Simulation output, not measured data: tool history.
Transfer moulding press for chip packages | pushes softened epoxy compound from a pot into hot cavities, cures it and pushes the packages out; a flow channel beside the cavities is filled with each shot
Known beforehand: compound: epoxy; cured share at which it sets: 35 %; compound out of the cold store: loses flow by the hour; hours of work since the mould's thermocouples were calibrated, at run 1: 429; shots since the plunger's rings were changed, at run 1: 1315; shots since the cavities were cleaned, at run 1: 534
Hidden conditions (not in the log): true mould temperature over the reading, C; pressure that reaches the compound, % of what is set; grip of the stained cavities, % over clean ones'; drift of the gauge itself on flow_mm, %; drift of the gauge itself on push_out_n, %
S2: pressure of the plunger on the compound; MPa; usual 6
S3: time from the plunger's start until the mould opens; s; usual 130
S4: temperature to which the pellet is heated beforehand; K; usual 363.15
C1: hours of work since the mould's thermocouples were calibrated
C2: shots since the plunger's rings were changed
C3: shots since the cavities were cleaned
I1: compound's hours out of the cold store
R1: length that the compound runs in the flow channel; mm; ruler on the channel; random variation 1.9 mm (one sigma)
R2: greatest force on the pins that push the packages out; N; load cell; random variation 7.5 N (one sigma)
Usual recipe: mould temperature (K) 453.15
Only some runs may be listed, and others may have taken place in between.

{"run": 1, "hour": 0.0, "mould temperature (K)": 453.15, "S2": 6, "S3": 130, "S4": 363.15, "C1": 429, "C2": 1315, "C3": 534, "I1": 25.9, "R1": 583, "R2": 586}
{"run": 2, "hour": 21.3, "mould temperature (K)": 453.15, "S2": 6, "S3": 130, "S4": 363.15, "C1": 440, "C2": 1475, "C3": 694, "I1": 9.6, "R1": 614, "R2": 657}
{"run": 3, "hour": 40.8, "mould temperature (K)": 453.15, "S2": 6, "S3": 130, "S4": 363.15, "C1": 449, "C2": 1622, "C3": 841, "I1": 20, "R1": 590, "R2": 639}
{"hour": 45.0, "done": "cavities cleaned with cleaning compound and waxed"}
{"run": 4, "hour": 55.2, "mould temperature (K)": 453.15, "S2": 6, "S3": 130, "S4": 363.15, "C1": 456, "C2": 1719, "C3": 77, "I1": 44.9, "R1": 541, "R2": 373}
{"run": 5, "hour": 66.7, "mould temperature (K)": 459.15, "S2": 6, "S3": 130, "S4": 363.15, "C1": 461, "C2": 1806, "C3": 164, "I1": 16.3, "R1": 579, "R2": 379}
{"run": 6, "hour": 90.1, "mould temperature (K)": 459.15, "S2": 6.31, "S3": 130, "S4": 363.15, "C1": 473, "C2": 1982, "C3": 340, "I1": 35.4, "R1": 558, "R2": 434}
{"run": 7, "hour": 102.9, "mould temperature (K)": 459.15, "S2": 6.31, "S3": 130, "S4": 363.15, "C1": 480, "C2": 2078, "C3": 436, "I1": 33.5, "R1": 557, "R2": 454}
{"run": 8, "hour": 119.9, "mould temperature (K)": 453.15, "S2": 6, "S3": 130, "S4": 363.15, "C1": 488, "C2": 2206, "C3": 564, "I1": 19.5, "R1": 587, "R2": 620}
{"run": 9, "hour": 139.3, "mould temperature (K)": 453.15, "S2": 6, "S3": 130, "S4": 363.15, "C1": 498, "C2": 2352, "C3": 710, "I1": 39.8, "R1": 549, "R2": 649}
{"hour": 143.4, "done": "mould's thermocouples calibrated"}
{"run": 10, "hour": 153.3, "mould temperature (K)": 453.15, "S2": 6, "S3": 130, "S4": 363.15, "C1": 5, "C2": 2443, "C3": 801, "I1": 18.6, "R1": 587, "R2": 661}
{"hour": 163.2, "done": "cavities cleaned with cleaning compound and waxed"}
{"run": 11, "hour": 176.6, "mould temperature (K)": 453.15, "S2": 6, "S3": 130, "S4": 363.15, "C1": 16, "C2": 2607, "C3": 101, "I1": 13.5, "R1": 596, "R2": 415}
{"run": 12, "hour": 188.8, "mould temperature (K)": 445.15, "S2": 6, "S3": 130, "S4": 363.15, "C1": 22, "C2": 2699, "C3": 193, "I1": 37.7, "R1": 571, "R2": 797}
{"run": 13, "hour": 202.9, "mould temperature (K)": 445.15, "S2": 6, "S3": 130, "S4": 363.15, "C1": 29, "C2": 2805, "C3": 299, "I1": 9.1, "R1": 630, "R2": 945}
{"run": 14, "hour": 214.1, "mould temperature (K)": 445.15, "S2": 6, "S3": 130, "S4": 363.15, "C1": 35, "C2": 2889, "C3": 383, "I1": 33, "R1": 581, "R2": 928}
{"hour": 217.8, "done": "mould's thermocouples calibrated, once more"}
{"run": 15, "hour": 226.0, "mould temperature (K)": 445.15, "S2": 6, "S3": 130, "S4": 363.15, "C1": 4, "C2": 2964, "C3": 458, "I1": 44.1, "R1": 562, "R2": 948}
{"run": 16, "hour": 248.4, "mould temperature (K)": 445.15, "S2": 6, "S3": 130, "S4": 363.15, "C1": 15, "C2": 3133, "C3": 627, "I1": 43.3, "R1": 563, "R2": 1051}
{"run": 17, "hour": 270.2, "mould temperature (K)": 453.15, "S2": 6, "S3": 140, "S4": 359.15, "C1": 26, "C2": 3296, "C3": 790, "I1": 39.4, "R1": 539, "R2": 597}
{"hour": 281.8, "done": "cavities cleaned with cleaning compound and waxed"}
{"run": 18, "hour": 294.9, "mould temperature (K)": 453.15, "S2": 6, "S3": 140, "S4": 359.15, "C1": 38, "C2": 3471, "C3": 99, "I1": 13.4, "R1": 588, "R2": 380}
{"run": 19, "hour": 306.6, "mould temperature (K)": 453.15, "S2": 7.34, "S3": 161, "S4": 358.15, "C1": 44, "C2": 3559, "C3": 187, "I1": 12.4, "R1": 652, "R2": 379}
{"run": 20, "hour": 318.0, "mould temperature (K)": 453.15, "S2": 7.34, "S3": 161, "S4": 358.15, "C1": 49, "C2": 3645, "C3": 273, "I1": 23.3, "R1": 629, "R2": 392}
{"run": 21, "hour": 337.3, "mould temperature (K)": 453.15, "S2": 6, "S3": 130, "S4": 368.15, "C1": 59, "C2": 3790, "C3": 418, "I1": 9.2, "R1": 589, "R2": 587}
{"run": 22, "hour": 358.1, "mould temperature (K)": 450.15, "S2": 6.01, "S3": 130, "S4": 368.15, "C1": 69, "C2": 3947, "C3": 575, "I1": 41.6, "R1": 537, "R2": 714}
{"hour": 372.9, "done": "plunger's sealing rings changed"}
{"run": 23, "hour": 381.6, "mould temperature (K)": 460.15, "S2": 4.88, "S3": 116, "S4": 359.15, "C1": 80, "C2": 65, "C3": 733, "I1": 47.1, "R1": 479, "R2": 530}
{"run": 24, "hour": 396.6, "mould temperature (K)": 460.15, "S2": 4.88, "S3": 111, "S4": 363.15, "C1": 87, "C2": 178, "C3": 846, "I1": 34.5, "R1": 503, "R2": 583}
{"hour": 400.9, "done": "cavities cleaned with cleaning compound and waxed"}
{"run": 25, "hour": 417.3, "mould temperature (K)": 460.15, "S2": 4.88, "S3": 111, "S4": 363.15, "C1": 97, "C2": 322, "C3": 123, "I1": 22, "R1": 522, "R2": 388}
{"run": 26, "hour": 433.3, "mould temperature (K)": 460.15, "S2": 4.88, "S3": 111, "S4": 363.15, "C1": 105, "C2": 443, "C3": 244, "I1": 35.4, "R1": 499, "R2": 453}
{"run": 27, "hour": 443.0, "mould temperature (K)": 459.15, "S2": 4.88, "S3": 111, "S4": 363.15, "C1": 110, "C2": 516, "C3": 317, "I1": 46.7, "R1": 484, "R2": 487}
{"run": 28, "hour": 458.9, "mould temperature (K)": 460.15, "S2": 4.88, "S3": 117, "S4": 366.15, "C1": 118, "C2": 635, "C3": 436, "I1": 46.8, "R1": 477, "R2": 473}

Selected run-to-run steps in R1, each split into two signed amounts: the part the tool would show with no hidden state at all (from settings, incoming material and random variation), and the remainder, which goes to the hidden state together with any gauge scatter not common to the measured and the hidden-state-free results:
Run 12 -> 13: no setting changed, nothing entered. R1 +59 mm: hidden state -4, all else +63.
Run 18 -> 19: S2 6 -> 7.34, S3 140 -> 161, S4 359.15 -> 358.15. R1 +64 mm: hidden state -5, all else +69.
Run 22 -> 23: mould temperature (K) 450.15 -> 460.15, S2 6.01 -> 4.88, S3 130 -> 116, S4 368.15 -> 359.15, plunger's sealing rings changed. R1 -58 mm: hidden state +35, all else -93.

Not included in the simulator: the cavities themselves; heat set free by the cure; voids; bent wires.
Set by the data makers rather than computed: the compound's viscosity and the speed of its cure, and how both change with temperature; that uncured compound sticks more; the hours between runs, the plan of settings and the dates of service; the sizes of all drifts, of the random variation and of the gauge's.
